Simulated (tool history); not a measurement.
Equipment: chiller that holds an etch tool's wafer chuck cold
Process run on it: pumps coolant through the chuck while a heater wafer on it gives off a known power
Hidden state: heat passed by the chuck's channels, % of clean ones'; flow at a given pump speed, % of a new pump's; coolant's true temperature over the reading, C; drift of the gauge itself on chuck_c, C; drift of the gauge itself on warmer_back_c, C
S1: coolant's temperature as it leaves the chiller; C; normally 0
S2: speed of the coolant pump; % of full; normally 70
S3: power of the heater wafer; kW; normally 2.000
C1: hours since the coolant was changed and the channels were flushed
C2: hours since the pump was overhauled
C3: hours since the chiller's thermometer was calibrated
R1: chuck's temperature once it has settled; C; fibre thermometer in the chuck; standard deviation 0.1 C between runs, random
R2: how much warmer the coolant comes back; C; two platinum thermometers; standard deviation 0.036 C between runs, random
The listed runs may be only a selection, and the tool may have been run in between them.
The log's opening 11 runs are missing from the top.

run    hour  S1  S2     S3    C1    C2    C3    R1    R2
 12  1418.3  -6  70  2.000  4902  4618  2633   8.3  6.93
 13  1600.9  -6  70  2.000  5084  4801  2815   8.4  7.03
 14  1772.0   0  70  2.000  5256  4972  2986  14.5  7.00
 15  1847.1   0  70  2.000  5331  5047  3062  14.2  7.06
 16  1945.8   0  70  2.000  5429  5146  3160  14.4  7.05
 17  2046.1  -8  70  1.040  5530  5246  3261  -0.6  3.82
 18  2171.2  -8  70  1.040  5655  5371  3386  -0.6  3.80
 19  2255.9  -8  70  1.152  5739  5456  3470   0.3  4.19
 20  2341.0  -8  70  1.152  5825  5541  3555   0.1  4.18
     2378.6  -- chiller's thermometer calibrated
 21  2495.5   0  98  2.022  5978  5694   117  11.3  5.24
 22  2658.9  -5  86  1.572  6141  5858   280   4.6  4.70
 23  2811.4   9  60  1.983  6294  6010   433  24.9  8.28
 24  2925.3   7  81  2.786  6408  6124   547  24.8  8.59
     3056.6  -- gauge calibrated
 25  3067.1   5  86  2.209  6550  6266   688  18.5  6.11
 26  3185.7   5  76  2.000  6668  6385   807  18.2  6.32
 27  3319.9   5  76  1.187  6803  6519   941  13.0  3.73
 28  3455.8   2  83  2.247  6938  6655  1077  16.2  6.43
 29  3544.7   0  64  1.062  7027  6744  1166   8.1  3.98
 30  3697.1   0  90  1.253  7180  6896  1318   7.4  3.41

What does the tool deliver on the next run?
 31  3871.6  -1  72  1.352  7354  7070  1493   ?   ?

Logged for run 31: R1 8.5 C, R2 4.59 C.
If the tool had no hidden condition, the same run with the same run-to-run variation would have returned R1 8.5 C, R2 4.47 C.
